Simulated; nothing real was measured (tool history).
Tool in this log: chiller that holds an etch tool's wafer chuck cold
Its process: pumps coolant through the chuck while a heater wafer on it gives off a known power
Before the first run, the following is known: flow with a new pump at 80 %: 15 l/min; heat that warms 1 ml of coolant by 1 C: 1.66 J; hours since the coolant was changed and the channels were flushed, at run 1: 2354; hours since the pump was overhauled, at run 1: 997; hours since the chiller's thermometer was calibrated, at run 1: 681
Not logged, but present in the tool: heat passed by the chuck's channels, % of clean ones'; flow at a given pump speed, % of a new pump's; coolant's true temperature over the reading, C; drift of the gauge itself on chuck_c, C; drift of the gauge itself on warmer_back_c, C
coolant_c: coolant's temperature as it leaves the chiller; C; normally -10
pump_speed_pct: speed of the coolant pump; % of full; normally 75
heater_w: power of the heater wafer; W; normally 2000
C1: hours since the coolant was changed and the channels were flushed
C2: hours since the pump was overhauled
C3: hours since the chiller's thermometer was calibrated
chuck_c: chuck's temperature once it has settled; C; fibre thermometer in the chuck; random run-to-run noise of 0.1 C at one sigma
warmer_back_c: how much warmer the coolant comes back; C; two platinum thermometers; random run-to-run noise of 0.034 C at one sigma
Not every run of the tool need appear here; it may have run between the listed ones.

run 1 hour=0.0 | coolant_c=-10 pump_speed_pct=75 heater_w=2000 | C1=2354 C2=997 C3=681 | chuck_c=6.2 warmer_back_c=5.26
run 2 hour=51.9 | coolant_c=-10 pump_speed_pct=75 heater_w=2000 | C1=2406 C2=1049 C3=733 | chuck_c=6.2 warmer_back_c=5.28
run 3 hour=98.0 | coolant_c=-10 pump_speed_pct=75 heater_w=2000 | C1=2452 C2=1095 C3=779 | chuck_c=6.2 warmer_back_c=5.23
run 4 hour=144.8 | coolant_c=-15 pump_speed_pct=75 heater_w=2000 | C1=2498 C2=1142 C3=826 | chuck_c=1.2 warmer_back_c=5.21
run 5 hour=195.9 | coolant_c=-10 pump_speed_pct=75 heater_w=2823 | C1=2550 C2=1193 C3=877 | chuck_c=13.1 warmer_back_c=7.45
run 6 hour=221.9 | coolant_c=-10 pump_speed_pct=75 heater_w=2823 | C1=2576 C2=1219 C3=903 | chuck_c=12.8 warmer_back_c=7.54
run 7 hour=260.7 | coolant_c=-10 pump_speed_pct=75 heater_w=2823 | C1=2614 C2=1258 C3=942 | chuck_c=13.2 warmer_back_c=7.39
run 8 hour=299.2 | coolant_c=-10 pump_speed_pct=75 heater_w=2823 | C1=2653 C2=1296 C3=980 | chuck_c=12.9 warmer_back_c=7.47
run 9 hour=348.2 | coolant_c=-10 pump_speed_pct=75 heater_w=2823 | C1=2702 C2=1345 C3=1029 | chuck_c=13.0 warmer_back_c=7.49
run 10 hour=387.8 | coolant_c=-10 pump_speed_pct=75 heater_w=2823 | C1=2741 C2=1385 C3=1069 | chuck_c=13.1 warmer_back_c=7.39
run 11 hour=422.4 | coolant_c=-10 pump_speed_pct=63 heater_w=2000 | C1=2776 C2=1420 C3=1104 | chuck_c=8.6 warmer_back_c=6.24
run 12 hour=449.5 | coolant_c=-10 pump_speed_pct=63 heater_w=2000 | C1=2803 C2=1447 C3=1131 | chuck_c=8.6 warmer_back_c=6.26
run 13 hour=473.7 | coolant_c=-10 pump_speed_pct=63 heater_w=2000 | C1=2827 C2=1471 C3=1155 | chuck_c=8.5 warmer_back_c=6.24
run 14 hour=513.7 | coolant_c=-10 pump_speed_pct=63 heater_w=2000 | C1=2867 C2=1511 C3=1195 | chuck_c=8.7 warmer_back_c=6.28
run 15 hour=558.3 | coolant_c=-10 pump_speed_pct=63 heater_w=1814 | C1=2912 C2=1555 C3=1240 | chuck_c=6.8 warmer_back_c=5.69
-- hour=566.8 coolant pump overhauled
run 16 hour=597.1 | coolant_c=-10 pump_speed_pct=63 heater_w=1814 | C1=2946 C2=30 C3=1273 | chuck_c=6.9 warmer_back_c=5.69
run 17 hour=646.5 | coolant_c=-10 pump_speed_pct=70 heater_w=2180 | C1=2995 C2=80 C3=1323 | chuck_c=8.9 warmer_back_c=6.18
run 18 hour=695.1 | coolant_c=-15 pump_speed_pct=99 heater_w=1063 | C1=3044 C2=128 C3=1371 | chuck_c=-8.1 warmer_back_c=2.15
run 19 hour=745.4 | coolant_c=-8 pump_speed_pct=75 heater_w=2047 | C1=3094 C2=179 C3=1422 | chuck_c=9.0 warmer_back_c=5.42
-- hour=776.6 coolant pump overhauled, once more
run 20 hour=798.5 | coolant_c=-11 pump_speed_pct=75 heater_w=2269 | C1=3142 C2=22 C3=1470 | chuck_c=7.3 warmer_back_c=5.80
run 21 hour=829.0 | coolant_c=-10 pump_speed_pct=93 heater_w=2495 | C1=3173 C2=52 C3=1500 | chuck_c=7.1 warmer_back_c=5.19
run 22 hour=853.1 | coolant_c=-10 pump_speed_pct=79 heater_w=1792 | C1=3197 C2=76 C3=1524 | chuck_c=3.7 warmer_back_c=4.40
run 23 hour=901.4 | coolant_c=-10 pump_speed_pct=85 heater_w=1792 | C1=3245 C2=125 C3=1573 | chuck_c=2.9 warmer_back_c=4.07
run 24 hour=957.8 | coolant_c=-1 pump_speed_pct=75 heater_w=2014 | C1=3301 C2=181 C3=1629 | chuck_c=15.3 warmer_back_c=5.20
run 25 hour=996.8 | coolant_c=-14 pump_speed_pct=67 heater_w=2540 | C1=3340 C2=220 C3=1668 | chuck_c=8.0 warmer_back_c=7.24
run 26 hour=1034.1 | coolant_c=-14 pump_speed_pct=75 heater_w=2125 | C1=3378 C2=258 C3=1705 | chuck_c=2.9 warmer_back_c=5.47
run 27 hour=1078.7 | coolant_c=-14 pump_speed_pct=99 heater_w=1113 | C1=3422 C2=302 C3=1750 | chuck_c=-6.8 warmer_back_c=2.19
run 28 hour=1103.9 | coolant_c=-13 pump_speed_pct=61 heater_w=1487 | C1=3448 C2=327 C3=1775 | chuck_c=0.8 warmer_back_c=4.71
run 29 hour=1132.3 | coolant_c=-10 pump_speed_pct=89 heater_w=2940 | C1=3476 C2=356 C3=1803 | chuck_c=11.0 warmer_back_c=6.46
run 30 hour=1155.5 | coolant_c=-4 pump_speed_pct=75 heater_w=2413 | C1=3499 C2=379 C3=1827 | chuck_c=15.4 warmer_back_c=6.23
run 31 hour=1210.7 | coolant_c=-6 pump_speed_pct=63 heater_w=2468 | C1=3554 C2=434 C3=1882 | chuck_c=16.6 warmer_back_c=7.55
run 32 hour=1245.0 | coolant_c=-6 pump_speed_pct=63 heater_w=2468 | C1=3589 C2=468 C3=1916 | chuck_c=16.6 warmer_back_c=7.57

Below, some changes in chuck_c between adjacent runs. For each, the amount present without the hidden state too (settings, incoming material, random variation) and the amount remaining for the hidden state with gauge scatter not shared by both compared results:
Run 4 -> 5: coolant_c -15 -> -10, heater_w 2000 -> 2823. chuck_c +11.9 C: hidden state +0.5, all else +11.4.
Run 17 -> 18: coolant_c -10 -> -15, pump_speed_pct 70 -> 99, heater_w 2180 -> 1063. chuck_c -17.0 C: hidden state -1.0, all else -16.0.
Run 18 -> 19: coolant_c -15 -> -8, pump_speed_pct 99 -> 75, heater_w 1063 -> 2047. chuck_c +17.1 C: hidden state +0.8, all else +16.3.
Run 23 -> 24: coolant_c -10 -> -1, pump_speed_pct 85 -> 75, heater_w 1792 -> 2014. chuck_c +12.4 C: hidden state +0.3, all else +12.1.
